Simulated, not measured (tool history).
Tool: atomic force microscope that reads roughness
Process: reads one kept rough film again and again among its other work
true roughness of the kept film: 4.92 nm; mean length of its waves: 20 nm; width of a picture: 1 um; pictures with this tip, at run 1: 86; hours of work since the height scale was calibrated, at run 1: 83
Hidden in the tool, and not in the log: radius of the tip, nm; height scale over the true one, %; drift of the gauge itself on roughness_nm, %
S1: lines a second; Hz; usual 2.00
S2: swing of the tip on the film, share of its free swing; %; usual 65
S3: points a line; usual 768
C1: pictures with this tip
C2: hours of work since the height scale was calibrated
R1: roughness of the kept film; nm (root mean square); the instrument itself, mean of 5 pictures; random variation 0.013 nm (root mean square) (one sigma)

run 1 hour=0.0 | S1=2.00 S2=65 S3=768 | C1=86 C2=83 | R1=2.622
run 2 hour=21.2 | S1=2.00 S2=65 S3=768 | C1=122 C2=95 | R1=2.510
run 3 hour=44.2 | S1=2.00 S2=65 S3=768 | C1=162 C2=108 | R1=2.393
run 4 hour=60.5 | S1=2.00 S2=70 S3=768 | C1=190 C2=117 | R1=2.220
-- hour=68.5 new tip fitted
run 5 hour=86.6 | S1=2.00 S2=65 S3=768 | C1=31 C2=132 | R1=2.856
run 6 hour=108.3 | S1=2.00 S2=65 S3=768 | C1=68 C2=144 | R1=2.693
run 7 hour=128.2 | S1=2.00 S2=65 S3=768 | C1=102 C2=155 | R1=2.569
run 8 hour=146.9 | S1=2.00 S2=65 S3=768 | C1=134 C2=166 | R1=2.468
run 9 hour=161.8 | S1=2.00 S2=65 S3=768 | C1=159 C2=174 | R1=2.375
run 10 hour=183.0 | S1=2.00 S2=78 S3=768 | C1=196 C2=187 | R1=2.094
-- hour=186.0 height scale calibrated on a step standard
-- hour=188.6 new tip fitted
run 11 hour=195.9 | S1=2.00 S2=65 S3=768 | C1=12 C2=5 | R1=2.960
run 12 hour=212.0 | S1=0.68 S2=65 S3=768 | C1=40 C2=14 | R1=2.973
run 13 hour=238.9 | S1=2.00 S2=65 S3=768 | C1=86 C2=30 | R1=2.619
run 14 hour=257.4 | S1=2.00 S2=65 S3=768 | C1=118 C2=40 | R1=2.531
run 15 hour=284.0 | S1=2.00 S2=65 S3=768 | C1=163 C2=55 | R1=2.376
run 16 hour=297.0 | S1=2.00 S2=65 S3=768 | C1=185 C2=63 | R1=2.308
-- hour=307.9 new tip fitted
run 17 hour=323.8 | S1=1.85 S2=82 S3=692 | C1=27 C2=78 | R1=2.559
-- hour=345.0 height scale calibrated on a step standard, once more
run 18 hour=351.8 | S1=1.33 S2=76 S3=408 | C1=74 C2=4 | R1=2.578
run 19 hour=377.5 | S1=1.33 S2=76 S3=408 | C1=118 C2=18 | R1=2.433
run 20 hour=395.4 | S1=0.85 S2=79 S3=838 | C1=148 C2=29 | R1=2.411
run 21 hour=419.8 | S1=1.69 S2=70 S3=299 | C1=190 C2=43 | R1=2.189
-- hour=428.8 new tip fitted
run 22 hour=445.0 | S1=3.32 S2=70 S3=299 | C1=27 C2=57 | R1=2.599

The next listed run, before its measurement:
run 23 hour=469.4 | S1=2.14 S2=60 S3=677 | C1=69 C2=70 | R1=?

{"run 23": {"R1": 2.763}}
Without the tool's hidden state the same run would have given R1 3.082 nm (root mean square).
